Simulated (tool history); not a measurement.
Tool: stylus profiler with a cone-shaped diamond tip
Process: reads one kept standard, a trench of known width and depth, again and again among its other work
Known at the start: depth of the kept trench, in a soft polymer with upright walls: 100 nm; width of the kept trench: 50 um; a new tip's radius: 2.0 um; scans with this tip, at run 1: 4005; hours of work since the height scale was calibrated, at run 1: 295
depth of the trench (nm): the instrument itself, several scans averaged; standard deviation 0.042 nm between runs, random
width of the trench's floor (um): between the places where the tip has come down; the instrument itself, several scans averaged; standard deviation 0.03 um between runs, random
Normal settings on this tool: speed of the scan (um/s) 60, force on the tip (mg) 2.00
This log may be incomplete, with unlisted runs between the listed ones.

run	hour	speed of the scan (um/s)	force on the tip (mg)	scans with this tip	hours of work since the height scale was calibrated	depth of the trench (nm)	width of the trench's floor (um)
1	0.0	60	2.00	4005	295	100.77	48.41
2	19.3	60	2.00	4110	303	100.85	48.41
3	36.1	60	2.00	4202	310	100.87	48.42
4	49.0	60	2.00	4273	315	100.84	48.44
5	60.6	60	1.48	4336	320	100.71	48.38
6	69.7	60	1.48	4386	324	100.64	48.38
7	88.7	60	1.48	4489	331	100.67	48.37
8	101.4	60	1.48	4559	336	100.64	48.34
9	113.5	60	1.48	4625	341	100.71	48.31
10	124.6	60	1.48	4686	346	100.69	48.35
11	136.5	60	1.48	4750	350	100.58	48.29
12	150.1	60	1.48	4825	356	100.63	48.31
# hour 152.2: height scale calibrated on a step standard
13	167.2	115	1.17	4915	6	100.64	47.96
14	184.5	20	0.73	5010	13	100.29	48.44
15	200.4	21	3.53	5097	19	101.26	48.55
16	220.1	55	1.10	5204	27	100.44	48.35
17	231.5	17	0.98	5267	32	100.53	48.54
18	243.8	19	3.58	5333	37	101.25	48.57
19	254.6	19	3.58	5392	41	101.15	48.56
# hour 259.6: height scale calibrated on a step standard, once more
20	266.0	19	3.58	5452	3	101.38	48.57
21	283.5	30	3.27	5548	10	101.25	48.56
22	302.1	113	5.21	5649	17	101.67	48.30
23	322.4	84	1.27	5760	25	100.66	48.13

Hidden condition of the tool, last listed run before each entry between runs versus first listed run after:
Run 12 -> run 13: height scale calibrated on a step standard (hour 152.2)
  height scale over the true one, %: -0.066 -> -0.091
  measured less the result without the state, depth of the trench (nm): -0.07 -> -0.09; width of the trench's floor (um): -0.12 -> -0.12
Run 19 -> run 20: height scale calibrated on a step standard, once more (hour 259.6)
  height scale over the true one, %: -0.096 -> 0.023
  measured less the result without the state, depth of the trench (nm): -0.10 -> +0.02; width of the trench's floor (um): -0.13 -> -0.13
